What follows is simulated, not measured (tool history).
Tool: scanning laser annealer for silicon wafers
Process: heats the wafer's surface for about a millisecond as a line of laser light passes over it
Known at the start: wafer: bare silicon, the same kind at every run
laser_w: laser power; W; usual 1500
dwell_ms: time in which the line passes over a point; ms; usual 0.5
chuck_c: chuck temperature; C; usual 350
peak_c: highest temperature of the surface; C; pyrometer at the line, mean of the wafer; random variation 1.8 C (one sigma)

| run | hour | laser_w | dwell_ms | chuck_c | peak_c |
|---|---|---|---|---|---|
| 1 | 0 | 1500 | 0.5 | 350 | 1064 |
| 2 | 11.3 | 1500 | 0.5 | 350 | 1066 |
| 3 | 26.2 | 1500 | 0.5 | 350 | 1062 |
| 4 | 39.5 | 1500 | 0.5 | 350 | 1060 |
| 5 | 51.7 | 1500 | 0.5 | 350 | 1061 |
| 6 | 66.7 | 1500 | 0.5 | 350 | 1062 |
| 7 | 74 | 1556 | 0.394 | 314 | 967 |

Forecast run 8:
| 8 | 81.5 | 1458 | 0.5 | 367 | ? |

{"run 8": {"peak_c": 1054}}
Without the tool's hidden state the same run would have given peak_c 1069 C.
